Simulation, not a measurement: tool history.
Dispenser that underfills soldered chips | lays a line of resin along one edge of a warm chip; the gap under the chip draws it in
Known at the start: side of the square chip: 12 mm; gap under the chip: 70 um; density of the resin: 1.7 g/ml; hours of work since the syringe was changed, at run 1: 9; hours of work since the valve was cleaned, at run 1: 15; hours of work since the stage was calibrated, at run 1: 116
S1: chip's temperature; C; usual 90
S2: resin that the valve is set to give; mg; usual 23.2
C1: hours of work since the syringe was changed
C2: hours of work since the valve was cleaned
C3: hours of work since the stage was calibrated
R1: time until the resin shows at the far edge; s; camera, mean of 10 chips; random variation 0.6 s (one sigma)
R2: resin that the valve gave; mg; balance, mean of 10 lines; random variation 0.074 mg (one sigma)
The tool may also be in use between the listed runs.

{"run": 1, "hour": 0.0, "S1": 90, "S2": 23.2, "C1": 9, "C2": 15, "C3": 116, "R1": 93.6, "R2": 23.09}
{"hour": 5.3, "done": "new syringe of resin"}
{"run": 2, "hour": 8.9, "S1": 90, "S2": 23.2, "C1": 2, "C2": 20, "C3": 122, "R1": 61.7, "R2": 23.03}
{"run": 3, "hour": 13.1, "S1": 90, "S2": 23.2, "C1": 5, "C2": 23, "C3": 125, "R1": 74.3, "R2": 22.98}
{"run": 4, "hour": 21.8, "S1": 90, "S2": 23.2, "C1": 11, "C2": 29, "C3": 131, "R1": 107.2, "R2": 23.04}
{"hour": 23.4, "done": "new syringe of resin"}
{"run": 5, "hour": 31.2, "S1": 90, "S2": 23.2, "C1": 5, "C2": 35, "C3": 137, "R1": 74.1, "R2": 22.93}
{"run": 6, "hour": 40.0, "S1": 90, "S2": 23.2, "C1": 11, "C2": 41, "C3": 143, "R1": 107.9, "R2": 22.69}
{"hour": 41.4, "done": "new syringe of resin"}
{"run": 7, "hour": 46.9, "S1": 90, "S2": 23.2, "C1": 4, "C2": 45, "C3": 147, "R1": 66.4, "R2": 22.76}
{"run": 8, "hour": 56.2, "S1": 90, "S2": 28.9, "C1": 10, "C2": 52, "C3": 154, "R1": 95.6, "R2": 28.26}
{"hour": 59.1, "done": "new syringe of resin"}
{"run": 9, "hour": 63.2, "S1": 90, "S2": 28.9, "C1": 3, "C2": 56, "C3": 158, "R1": 61.1, "R2": 28.18}
{"run": 10, "hour": 68.3, "S1": 93, "S2": 23.2, "C1": 6, "C2": 60, "C3": 161, "R1": 72.7, "R2": 22.5}
{"hour": 76.8, "done": "new syringe of resin"}
{"run": 11, "hour": 78.3, "S1": 90, "S2": 23.2, "C1": 1, "C2": 66, "C3": 168, "R1": 56.9, "R2": 22.52}
{"run": 12, "hour": 85.2, "S1": 90, "S2": 23.4, "C1": 6, "C2": 71, "C3": 173, "R1": 77.6, "R2": 22.47}
{"run": 13, "hour": 89.6, "S1": 90, "S2": 23.4, "C1": 9, "C2": 74, "C3": 176, "R1": 93, "R2": 22.62}
{"hour": 94.4, "done": "new syringe of resin"}
{"run": 14, "hour": 95.6, "S1": 90, "S2": 23.2, "C1": 1, "C2": 78, "C3": 179, "R1": 55.9, "R2": 22.31}
{"hour": 99.5, "done": "dispensing valve cleaned and set on the balance"}
{"run": 15, "hour": 106.6, "S1": 90, "S2": 23.2, "C1": 8, "C2": 5, "C3": 186, "R1": 86.5, "R2": 23.12}
{"run": 16, "hour": 112.2, "S1": 98, "S2": 23.2, "C1": 11, "C2": 9, "C3": 190, "R1": 85.5, "R2": 23.09}
{"hour": 113.1, "done": "new syringe of resin"}
{"run": 17, "hour": 122.0, "S1": 98, "S2": 23.2, "C1": 6, "C2": 15, "C3": 196, "R1": 60.3, "R2": 23.08}
{"hour": 130.8, "done": "new syringe of resin"}
{"run": 18, "hour": 130.8, "S1": 98, "S2": 23.2, "C1": 0, "C2": 21, "C3": 202, "R1": 41.6, "R2": 22.97}
{"run": 19, "hour": 135.9, "S1": 99, "S2": 21.4, "C1": 3, "C2": 24, "C3": 205, "R1": 51.2, "R2": 21.12}
{"run": 20, "hour": 140.2, "S1": 99, "S2": 21.4, "C1": 6, "C2": 27, "C3": 208, "R1": 61.9, "R2": 21.03}
{"run": 21, "hour": 145.2, "S1": 78, "S2": 25.2, "C1": 10, "C2": 30, "C3": 212, "R1": 148, "R2": 24.82}
{"hour": 149.2, "done": "new syringe of resin"}
{"run": 22, "hour": 153.0, "S1": 90, "S2": 29.2, "C1": 3, "C2": 35, "C3": 217, "R1": 59.9, "R2": 28.62}
{"run": 23, "hour": 161.3, "S1": 95, "S2": 20.6, "C1": 8, "C2": 41, "C3": 222, "R1": 80.3, "R2": 20.11}
{"hour": 167.2, "done": "new syringe of resin"}
{"run": 24, "hour": 169.6, "S1": 96, "S2": 23.2, "C1": 2, "C2": 46, "C3": 228, "R1": 50.1, "R2": 22.7}
{"run": 25, "hour": 176.4, "S1": 78, "S2": 27.7, "C1": 6, "C2": 51, "C3": 232, "R1": 117.3, "R2": 26.93}
{"run": 26, "hour": 182.5, "S1": 90, "S2": 24.2, "C1": 10, "C2": 55, "C3": 236, "R1": 103.9, "R2": 23.69}
{"hour": 185.3, "done": "new syringe of resin"}
{"run": 27, "hour": 191.0, "S1": 88, "S2": 19.8, "C1": 4, "C2": 60, "C3": 242, "R1": 78.2, "R2": 19.14}
{"run": 28, "hour": 197.3, "S1": 98, "S2": 22.2, "C1": 8, "C2": 65, "C3": 246, "R1": 71.5, "R2": 21.45}
{"run": 29, "hour": 202.4, "S1": 98, "S2": 22.2, "C1": 11, "C2": 68, "C3": 249, "R1": 89.8, "R2": 21.47}
{"hour": 203.4, "done": "new syringe of resin"}
{"run": 30, "hour": 206.7, "S1": 82, "S2": 22.2, "C1": 2, "C2": 71, "C3": 252, "R1": 83.8, "R2": 21.35}
{"run": 31, "hour": 211.6, "S1": 82, "S2": 22.2, "C1": 6, "C2": 74, "C3": 255, "R1": 104.2, "R2": 21.23}
{"run": 32, "hour": 216.9, "S1": 81, "S2": 25.1, "C1": 9, "C2": 78, "C3": 259, "R1": 130.8, "R2": 24.12}
{"hour": 220.3, "done": "dispensing valve cleaned and set on the balance"}
{"hour": 222.5, "done": "new syringe of resin"}
{"run": 33, "hour": 222.8, "S1": 99, "S2": 25.2, "C1": 0, "C2": 1, "C3": 262, "R1": 40.8, "R2": 25.21}
{"run": 34, "hour": 228.8, "S1": 76, "S2": 25.2, "C1": 4, "C2": 5, "C3": 266, "R1": 112.9, "R2": 25.12}
{"run": 35, "hour": 237.3, "S1": 76, "S2": 25.2, "C1": 10, "C2": 11, "C3": 272, "R1": 162.3, "R2": 25}

3 ways to go on from here, each from the tool as it stands after run 35. What would each give?
{"hour": 240.3, "done": "new syringe of resin"}
{"run": "A", "hour": 244.5, "S1": 86, "S2": 23.5, "C1": 3, "C2": 16, "C3": 276, "R1": "?", "R2": "?"}
{"hour": 240.3, "done": "new syringe of resin"}
{"run": "B", "hour": 244.5, "S1": 84, "S2": 21.2, "C1": 3, "C2": 16, "C3": 276, "R1": "?", "R2": "?"}
{"hour": 240.3, "done": "new syringe of resin"}
{"run": "C", "hour": 244.5, "S1": 91, "S2": 22.9, "C1": 3, "C2": 16, "C3": 276, "R1": "?", "R2": "?"}

run=A R1=75.1 R2=23.33
run=B R1=84.3 R2=21.07
run=C R1=64.5 R2=22.83
Without the tool's hidden state the same runs would have given:
run=A R1=58.8 R2=23.53
run=B R1=66 R2=21.25
run=C R1=50.6 R2=23.02

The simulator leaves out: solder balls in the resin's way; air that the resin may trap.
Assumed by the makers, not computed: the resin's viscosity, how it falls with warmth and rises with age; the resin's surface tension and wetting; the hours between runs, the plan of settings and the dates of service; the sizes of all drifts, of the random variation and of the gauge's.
